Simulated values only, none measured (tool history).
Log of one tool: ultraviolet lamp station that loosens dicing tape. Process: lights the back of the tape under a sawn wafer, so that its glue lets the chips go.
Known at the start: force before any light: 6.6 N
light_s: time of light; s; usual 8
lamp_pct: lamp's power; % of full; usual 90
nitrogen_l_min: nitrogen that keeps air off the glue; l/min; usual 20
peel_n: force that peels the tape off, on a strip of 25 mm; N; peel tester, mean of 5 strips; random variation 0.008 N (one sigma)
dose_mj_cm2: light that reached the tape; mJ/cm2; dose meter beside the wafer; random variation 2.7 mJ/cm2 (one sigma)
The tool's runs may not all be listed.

{"run": 1, "hour": 0.0, "light_s": 8, "lamp_pct": 90, "nitrogen_l_min": 20, "peel_n": 0.311, "dose_mj_cm2": 356}
{"run": 2, "hour": 8.5, "light_s": 8, "lamp_pct": 90, "nitrogen_l_min": 20, "peel_n": 0.306, "dose_mj_cm2": 352}
{"run": 3, "hour": 20.8, "light_s": 8, "lamp_pct": 90, "nitrogen_l_min": 20, "peel_n": 0.302, "dose_mj_cm2": 359}
{"run": 4, "hour": 30.5, "light_s": 8, "lamp_pct": 90, "nitrogen_l_min": 20, "peel_n": 0.303, "dose_mj_cm2": 354}
{"run": 5, "hour": 38.9, "light_s": 8, "lamp_pct": 90, "nitrogen_l_min": 20, "peel_n": 0.314, "dose_mj_cm2": 361}
{"run": 6, "hour": 45.8, "light_s": 8, "lamp_pct": 90, "nitrogen_l_min": 20, "peel_n": 0.304, "dose_mj_cm2": 355}
{"run": 7, "hour": 56.7, "light_s": 4, "lamp_pct": 78, "nitrogen_l_min": 26, "peel_n": 1.583, "dose_mj_cm2": 155}
{"run": 8, "hour": 62.3, "light_s": 4, "lamp_pct": 78, "nitrogen_l_min": 26, "peel_n": 1.487, "dose_mj_cm2": 155}
{"run": 9, "hour": 71.2, "light_s": 4, "lamp_pct": 78, "nitrogen_l_min": 26, "peel_n": 1.485, "dose_mj_cm2": 157}
{"run": 10, "hour": 79.8, "light_s": 4, "lamp_pct": 78, "nitrogen_l_min": 26, "peel_n": 1.542, "dose_mj_cm2": 155}
{"run": 11, "hour": 88.0, "light_s": 7, "lamp_pct": 90, "nitrogen_l_min": 16, "peel_n": 0.504, "dose_mj_cm2": 314}
{"run": 12, "hour": 99.0, "light_s": 12, "lamp_pct": 86, "nitrogen_l_min": 32, "peel_n": 0.087, "dose_mj_cm2": 513}

Forecast each of these 4 alternatives for the next run:
{"run": "A", "hour": 104.8, "light_s": 12, "lamp_pct": 69, "nitrogen_l_min": 32, "peel_n": "?", "dose_mj_cm2": "?"}
{"run": "B", "hour": 104.8, "light_s": 12, "lamp_pct": 71, "nitrogen_l_min": 32, "peel_n": "?", "dose_mj_cm2": "?"}
{"run": "C", "hour": 104.8, "light_s": 16, "lamp_pct": 82, "nitrogen_l_min": 7, "peel_n": "?", "dose_mj_cm2": "?"}
{"run": "D", "hour": 104.8, "light_s": 5, "lamp_pct": 86, "nitrogen_l_min": 32, "peel_n": "?", "dose_mj_cm2": "?"}

run=A peel_n=0.149 dose_mj_cm2=406
run=B peel_n=0.134 dose_mj_cm2=420
run=C peel_n=0.147 dose_mj_cm2=648
run=D peel_n=0.800 dose_mj_cm2=214
Without the tool's hidden state the same runs would have given:
run=A peel_n=0.148 dose_mj_cm2=407
run=B peel_n=0.134 dose_mj_cm2=421
run=C peel_n=0.146 dose_mj_cm2=649
run=D peel_n=0.798 dose_mj_cm2=214
